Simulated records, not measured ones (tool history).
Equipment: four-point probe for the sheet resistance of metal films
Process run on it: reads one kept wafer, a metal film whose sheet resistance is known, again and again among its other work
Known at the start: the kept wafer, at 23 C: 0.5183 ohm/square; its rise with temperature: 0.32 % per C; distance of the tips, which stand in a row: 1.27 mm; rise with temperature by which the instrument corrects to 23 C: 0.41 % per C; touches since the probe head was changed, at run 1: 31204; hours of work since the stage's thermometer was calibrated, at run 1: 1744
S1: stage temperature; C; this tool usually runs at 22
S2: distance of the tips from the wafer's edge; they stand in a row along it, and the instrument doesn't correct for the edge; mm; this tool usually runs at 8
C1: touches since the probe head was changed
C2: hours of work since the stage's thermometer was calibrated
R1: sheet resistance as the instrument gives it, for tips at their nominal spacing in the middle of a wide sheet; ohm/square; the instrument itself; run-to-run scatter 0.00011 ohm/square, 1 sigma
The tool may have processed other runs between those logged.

| run | hour | S1 | S2 | C1 | C2 | R1 |
|---|---|---|---|---|---|---|
| 1 | 0.0 | 22 | 8 | 31204 | 1744 | 0.525921 |
| 2 | 26.7 | 22 | 8 | 32262 | 1759 | 0.525799 |
| 3 | 49.3 | 22 | 8 | 33153 | 1773 | 0.525795 |
| 4 | 68.2 | 22 | 8 | 33900 | 1784 | 0.525587 |
| 5 | 101.3 | 19 | 8 | 35211 | 1803 | 0.527136 |
| 6 | 118.1 | 21 | 8 | 35876 | 1813 | 0.526462 |
| 7 | 145.3 | 21 | 8 | 36952 | 1829 | 0.526168 |
| 8 | 164.5 | 20 | 8 | 37710 | 1840 | 0.526772 |
| 9 | 189.9 | 20 | 8 | 38713 | 1855 | 0.526782 |
| 10 | 215.0 | 20 | 8 | 39705 | 1870 | 0.526499 |
| 11 | 239.9 | 20 | 8 | 40690 | 1884 | 0.526720 |
| 12 | 257.2 | 20 | 57 | 41377 | 1895 | 0.519767 |
| 13 | 288.3 | 19 | 57 | 42607 | 1913 | 0.520499 |
| 14 | 314.4 | 32 | 15 | 43636 | 1928 | 0.516296 |
| 15 | 344.2 | 33 | 14 | 44814 | 1946 | 0.516218 |
| 16 | 358.5 | 33 | 14 | 45382 | 1954 | 0.516085 |
| 17 | 383.4 | 21 | 23 | 46365 | 1969 | 0.520122 |
| 18 | 413.0 | 22 | 7 | 47539 | 1986 | 0.527743 |
| 19 | 428.9 | 28 | 6 | 48165 | 1995 | 0.527861 |
| 20 | 446.7 | 20 | 32 | 48870 | 2006 | 0.520423 |

Consider 5 possible next runs. They are alternatives, not a sequence: every one starts from the tool as it was left by run 20. What does each give?
| A | 476.4 | 23 | 17 | 50046 | 2023 | ? |
| B | 476.4 | 35 | 29 | 50046 | 2023 | ? |
| C | 476.4 | 25 | 6 | 50046 | 2023 | ? |
| D | 476.4 | 22 | 8 | 50046 | 2023 | ? |
| E | 476.4 | 20 | 29 | 50046 | 2023 | ? |

| run | R1 |
|---|---|
| A | 0.519726 |
| B | 0.513512 |
| C | 0.529467 |
| D | 0.525679 |
| E | 0.520140 |
Take away the tool's hidden state, keep each run's random variation, and the runs would have read:
| run | R1 |
|---|---|
| A | 0.519712 |
| B | 0.513498 |
| C | 0.529453 |
| D | 0.525665 |
| E | 0.520127 |

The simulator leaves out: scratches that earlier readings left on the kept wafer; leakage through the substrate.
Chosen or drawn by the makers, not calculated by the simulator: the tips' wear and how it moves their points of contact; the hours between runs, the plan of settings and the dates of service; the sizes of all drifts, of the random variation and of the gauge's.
